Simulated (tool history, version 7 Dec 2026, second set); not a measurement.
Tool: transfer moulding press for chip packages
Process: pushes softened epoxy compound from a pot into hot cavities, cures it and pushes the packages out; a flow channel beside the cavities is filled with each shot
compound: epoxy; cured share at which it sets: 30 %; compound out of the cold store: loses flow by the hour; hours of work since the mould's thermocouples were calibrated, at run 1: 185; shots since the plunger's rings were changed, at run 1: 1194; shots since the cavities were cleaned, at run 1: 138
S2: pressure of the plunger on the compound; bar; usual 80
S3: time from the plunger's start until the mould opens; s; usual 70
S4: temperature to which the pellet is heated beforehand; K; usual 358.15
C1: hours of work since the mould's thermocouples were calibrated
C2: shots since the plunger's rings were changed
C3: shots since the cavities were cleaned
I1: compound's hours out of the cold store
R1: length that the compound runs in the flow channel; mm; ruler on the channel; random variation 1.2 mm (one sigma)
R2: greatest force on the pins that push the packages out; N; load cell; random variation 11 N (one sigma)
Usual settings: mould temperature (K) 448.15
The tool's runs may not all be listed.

run 1 hour=0 | mould_temperature_(K)=448.15 S2=80 S3=70 S4=358.15 | C1=185 C2=1194 C3=138 | I1=21.9 | R1=530 R2=645
-- hour=47.3 cavities cleaned with cleaning compound and waxed
run 2 hour=53.8 | mould_temperature_(K)=448.15 S2=80 S3=70 S4=358.15 | C1=225 C2=2254 C3=131 | I1=39.3 | R1=483 R2=658
run 3 hour=82.7 | mould_temperature_(K)=448.15 S2=64.4 S3=70 S4=358.15 | C1=247 C2=2841 C3=718 | I1=27.2 | R1=457 R2=892
-- hour=102.5 cavities cleaned with cleaning compound and waxed
run 4 hour=142.8 | mould_temperature_(K)=448.15 S2=64.4 S3=70 S4=358.15 | C1=292 C2=4028 C3=817 | I1=42.2 | R1=421 R2=881
-- hour=157.3 cavities cleaned with cleaning compound and waxed
-- hour=170.3 plunger's sealing rings changed
run 5 hour=191.5 | mould_temperature_(K)=448.15 S2=64.4 S3=70 S4=358.15 | C1=326 C2=429 C3=643 | I1=31.6 | R1=460 R2=860
-- hour=216.2 cavities cleaned with cleaning compound and waxed
run 6 hour=234.1 | mould_temperature_(K)=448.15 S2=80 S3=70 S4=350.15 | C1=358 C2=1262 C3=363 | I1=46 | R1=476 R2=767
-- hour=271.5 cavities cleaned with cleaning compound and waxed
run 7 hour=278.2 | mould_temperature_(K)=448.15 S2=80 S3=70 S4=350.15 | C1=390 C2=2126 C3=136 | I1=13.3 | R1=552 R2=670
-- hour=327.1 cavities cleaned with cleaning compound and waxed
run 8 hour=337.3 | mould_temperature_(K)=448.15 S2=80 S3=70 S4=350.15 | C1=435 C2=3294 C3=206 | I1=16.4 | R1=536 R2=765
-- hour=382.6 cavities cleaned with cleaning compound and waxed
run 9 hour=387.5 | mould_temperature_(K)=448.15 S2=80 S3=70 S4=350.15 | C1=472 C2=4281 C3=99 | I1=13 | R1=540 R2=616
-- hour=404 plunger's sealing rings changed
-- hour=438.7 cavities cleaned with cleaning compound and waxed
run 10 hour=438.7 | mould_temperature_(K)=443.15 S2=80 S3=70 S4=358.15 | C1=508 C2=673 C3=0 | I1=24.7 | R1=537 R2=703
run 11 hour=489.3 | mould_temperature_(K)=443.15 S2=80 S3=70 S4=358.15 | C1=547 C2=1697 C3=1024 | I1=23.5 | R1=536 R2=1396
-- hour=494.7 cavities cleaned with cleaning compound and waxed
run 12 hour=526.5 | mould_temperature_(K)=443.15 S2=80 S3=70 S4=358.15 | C1=574 C2=2421 C3=643 | I1=8.8 | R1=570 R2=1329
-- hour=549.9 cavities cleaned with cleaning compound and waxed
run 13 hour=584.1 | mould_temperature_(K)=443.15 S2=80 S3=70 S4=358.15 | C1=617 C2=3560 C3=693 | I1=10.2 | R1=560 R2=1306
-- hour=609.3 mould's thermocouples calibrated
-- hour=610.8 cavities cleaned with cleaning compound and waxed
run 14 hour=626.6 | mould_temperature_(K)=447.15 S2=80 S3=70 S4=368.15 | C1=12 C2=4350 C3=321 | I1=32.3 | R1=493 R2=834
-- hour=638.9 plunger's sealing rings changed
-- hour=667.4 cavities cleaned with cleaning compound and waxed
run 15 hour=684.8 | mould_temperature_(K)=456.15 S2=87.3 S3=70 S4=358.15 | C1=54 C2=900 C3=353 | I1=19.8 | R1=548 R2=510
-- hour=721.6 cavities cleaned with cleaning compound and waxed
run 16 hour=721.6 | mould_temperature_(K)=456.15 S2=87.3 S3=70 S4=358.15 | C1=81 C2=1616 C3=0 | I1=29.4 | R1=520 R2=328
run 17 hour=754.9 | mould_temperature_(K)=456.15 S2=87.3 S3=70 S4=358.15 | C1=106 C2=2291 C3=675 | I1=9.3 | R1=568 R2=595
-- hour=775.4 cavities cleaned with cleaning compound and waxed
run 18 hour=807.3 | mould_temperature_(K)=443.15 S2=69.8 S3=77 S4=358.15 | C1=145 C2=3323 C3=646 | I1=40.7 | R1=452 R2=970
-- hour=831.3 cavities cleaned with cleaning compound and waxed
run 19 hour=840 | mould_temperature_(K)=443.15 S2=69.8 S3=77 S4=358.15 | C1=169 C2=3955 C3=177 | I1=13 | R1=512 R2=733
-- hour=870.1 plunger's sealing rings changed
run 20 hour=874.3 | mould_temperature_(K)=443.15 S2=75.5 S3=77 S4=358.15 | C1=194 C2=85 C3=822 | I1=31.5 | R1=509 R2=1065
-- hour=888.5 cavities cleaned with cleaning compound and waxed
run 21 hour=936.6 | mould_temperature_(K)=443.15 S2=63.1 S3=88 S4=358.15 | C1=240 C2=1317 C3=974 | I1=13.5 | R1=500 R2=813
-- hour=942.4 cavities cleaned with cleaning compound and waxed
run 22 hour=987.3 | mould_temperature_(K)=456.15 S2=80 S3=85 S4=358.15 | C1=278 C2=2314 C3=909 | I1=25 | R1=503 R2=505
-- hour=1000.2 cavities cleaned with cleaning compound and waxed
run 23 hour=1033.3 | mould_temperature_(K)=448.15 S2=80 S3=54 S4=368.15 | C1=312 C2=3218 C3=672 | I1=11.7 | R1=546 R2=1681
-- hour=1057.6 cavities cleaned with cleaning compound and waxed
run 24 hour=1075.3 | mould_temperature_(K)=448.15 S2=68.4 S3=59 S4=348.15 | C1=343 C2=4039 C3=360 | I1=30.1 | R1=461 R2=1243
-- hour=1102.8 plunger's sealing rings changed
-- hour=1117.7 cavities cleaned with cleaning compound and waxed
run 25 hour=1124.2 | mould_temperature_(K)=448.15 S2=80 S3=85 S4=358.15 | C1=377 C2=402 C3=131 | I1=19.9 | R1=537 R2=406

Measured less the same run without the tool's hidden state. The same run-to-run variation is in both; the gauge's scatter may not be:
The hidden state here: true mould temperature over the reading, C; pressure that reaches the compound, % of what is set; grip of the stained cavities, % over clean ones'; drift of the gauge itself on flow_mm, %; drift of the gauge itself on push_out_n, %.
run=1 R1=-9 R2=+116
run=2 R1=-13 R2=+138
run=3 R1=-15 R2=+395
run=4 R1=-19 R2=+394
run=5 R1=-3 R2=+363
run=6 R1=-6 R2=+269
run=7 R1=-12 R2=+118
run=8 R1=-18 R2=+190
run=9 R1=-24 R2=+62
run=10 R1=-4 R2=-20
run=11 R1=-10 R2=+651
run=12 R1=-14 R2=+545
run=13 R1=-20 R2=+550
run=14 R1=-23 R2=+291
run=15 R1=-5 R2=+185
run=16 R1=-9 R2=-3
run=17 R1=-14 R2=+262
run=18 R1=-17 R2=+419
run=19 R1=-23 R2=+149
run=20 R1=-2 R2=+479
run=21 R1=-8 R2=+379
run=22 R1=-13 R2=+235
run=23 R1=-19 R2=+723
run=24 R1=-21 R2=+400
run=25 R1=-5 R2=+71
